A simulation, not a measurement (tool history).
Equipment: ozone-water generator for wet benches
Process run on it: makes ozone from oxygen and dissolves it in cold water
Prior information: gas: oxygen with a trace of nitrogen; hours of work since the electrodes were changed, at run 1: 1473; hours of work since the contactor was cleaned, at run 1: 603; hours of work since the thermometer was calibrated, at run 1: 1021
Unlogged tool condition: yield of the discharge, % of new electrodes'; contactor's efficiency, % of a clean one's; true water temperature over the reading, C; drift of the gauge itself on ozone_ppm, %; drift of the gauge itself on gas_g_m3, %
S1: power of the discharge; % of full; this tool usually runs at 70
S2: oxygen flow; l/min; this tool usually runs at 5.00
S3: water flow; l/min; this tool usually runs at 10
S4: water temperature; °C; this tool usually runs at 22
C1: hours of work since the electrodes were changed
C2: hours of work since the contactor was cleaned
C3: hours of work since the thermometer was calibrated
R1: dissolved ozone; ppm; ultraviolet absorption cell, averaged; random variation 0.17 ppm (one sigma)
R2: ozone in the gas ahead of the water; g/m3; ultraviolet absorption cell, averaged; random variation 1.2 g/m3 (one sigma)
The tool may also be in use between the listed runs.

| run | hour | S1 | S2 | S3 | S4 | C1 | C2 | C3 | R1 | R2 |
|---|---|---|---|---|---|---|---|---|---|---|
| 1 | 0.0 | 70 | 5.00 | 10 | 22 | 1473 | 603 | 1021 | 21.2 | 200.8 |
| 2 | 54.7 | 70 | 5.00 | 10 | 22 | 1523 | 653 | 1072 | 21.0 | 200.9 |
| 3 | 98.2 | 70 | 5.00 | 10 | 22 | 1564 | 694 | 1112 | 21.2 | 202.2 |
| 4 | 140.6 | 70 | 5.00 | 7 | 22 | 1603 | 733 | 1152 | 25.8 | 201.2 |
| 5 | 180.9 | 70 | 5.00 | 7 | 22 | 1641 | 770 | 1189 | 25.4 | 202.9 |
| 6 | 230.3 | 70 | 2.96 | 10 | 22 | 1686 | 816 | 1235 | 20.8 | 249.4 |
| 7 | 259.1 | 70 | 2.96 | 10 | 22 | 1713 | 843 | 1261 | 20.6 | 250.5 |
| 8 | 296.9 | 70 | 2.96 | 10 | 22 | 1748 | 878 | 1297 | 20.6 | 248.2 |
| 9 | 344.1 | 70 | 2.96 | 10 | 22 | 1792 | 922 | 1340 | 20.6 | 250.7 |
| 10 | 401.1 | 70 | 2.96 | 10 | 22 | 1845 | 975 | 1393 | 20.5 | 246.9 |
| 11 | 433.8 | 56 | 5.00 | 10 | 22 | 1875 | 1005 | 1423 | 18.3 | 177.9 |
| 12 | 460.9 | 90 | 5.00 | 10 | 22 | 1900 | 1030 | 1449 | 23.9 | 231.1 |
| 13 | 488.8 | 70 | 5.00 | 10 | 15 | 1926 | 1056 | 1475 | 24.0 | 201.4 |
| 14 | 517.6 | 70 | 5.00 | 10 | 22 | 1953 | 1083 | 1501 | 20.8 | 198.5 |
| 15 | 566.2 | 70 | 5.00 | 10 | 22 | 1998 | 1128 | 1546 | 20.8 | 203.5 |
| 16 | 604.5 | 70 | 5.00 | 10 | 22 | 2033 | 1163 | 1582 | 20.5 | 200.7 |
| 17 | 643.1 | 70 | 5.00 | 10 | 22 | 2069 | 1199 | 1618 | 20.7 | 201.7 |
| 18 | 673.2 | 70 | 5.00 | 10 | 22 | 2097 | 1227 | 1646 | 20.9 | 200.2 |
| 19 | 696.9 | 83 | 5.00 | 10 | 23 | 2119 | 1249 | 1668 | 22.0 | 220.0 |
| 20 | 749.7 | 63 | 5.00 | 6 | 19 | 2168 | 1298 | 1717 | 27.1 | 186.9 |
| 21 | 785.6 | 63 | 5.00 | 6 | 19 | 2201 | 1331 | 1750 | 27.5 | 190.6 |
| 22 | 825.3 | 70 | 5.24 | 10 | 22 | 2238 | 1368 | 1787 | 20.5 | 195.2 |
| 23 | 857.0 | 87 | 5.00 | 10 | 22 | 2268 | 1398 | 1816 | 23.3 | 224.0 |
| 24 | 881.2 | 89 | 4.17 | 9 | 18 | 2290 | 1420 | 1839 | 27.0 | 245.1 |
| 25 | 917.1 | 85 | 5.20 | 15 | 22 | 2323 | 1453 | 1872 | 17.7 | 220.1 |
| 26 | 946.4 | 85 | 5.20 | 15 | 22 | 2351 | 1481 | 1899 | 17.5 | 217.3 |
| 27 | 989.3 | 70 | 3.32 | 10 | 26 | 2390 | 1520 | 1939 | 19.1 | 236.6 |
| 28 | 1018.9 | 70 | 3.32 | 10 | 26 | 2418 | 1548 | 1966 | 18.9 | 234.3 |
| 29 | 1069.6 | 70 | 3.32 | 10 | 26 | 2465 | 1595 | 2013 | 18.9 | 232.5 |
| 30 | 1112.0 | 71 | 3.32 | 7 | 23 | 2504 | 1634 | 2053 | 25.4 | 237.6 |
| 31 | 1137.8 | 70 | 3.71 | 11 | 22 | 2528 | 1658 | 2077 | 18.9 | 227.3 |
| 32 | 1188.1 | 49 | 8.30 | 11 | 23 | 2575 | 1705 | 2123 | 14.9 | 132.7 |

Below are 4 alternative next runs, each starting from the tool's condition after run 32. Predict each:
| A | 1245.5 | 45 | 4.41 | 12 | 23 | 2628 | 1758 | 2176 | ? | ? |
| B | 1245.5 | 56 | 3.62 | 10 | 22 | 2628 | 1758 | 2176 | ? | ? |
| C | 1245.5 | 56 | 5.00 | 14 | 25 | 2628 | 1758 | 2176 | ? | ? |
| D | 1245.5 | 49 | 8.30 | 11 | 16 | 2628 | 1758 | 2176 | ? | ? |

| run | R1 | R2 |
|---|---|---|
| A | 14.0 | 162.3 |
| B | 17.7 | 197.4 |
| C | 13.6 | 175.2 |
| D | 17.1 | 132.3 |
With the hidden condition removed and each run's random variation left untouched, the same runs would have given:
| run | R1 | R2 |
|---|---|---|
| A | 15.0 | 168.1 |
| B | 18.9 | 205.7 |
| C | 14.6 | 182.5 |
| D | 18.3 | 137.4 |

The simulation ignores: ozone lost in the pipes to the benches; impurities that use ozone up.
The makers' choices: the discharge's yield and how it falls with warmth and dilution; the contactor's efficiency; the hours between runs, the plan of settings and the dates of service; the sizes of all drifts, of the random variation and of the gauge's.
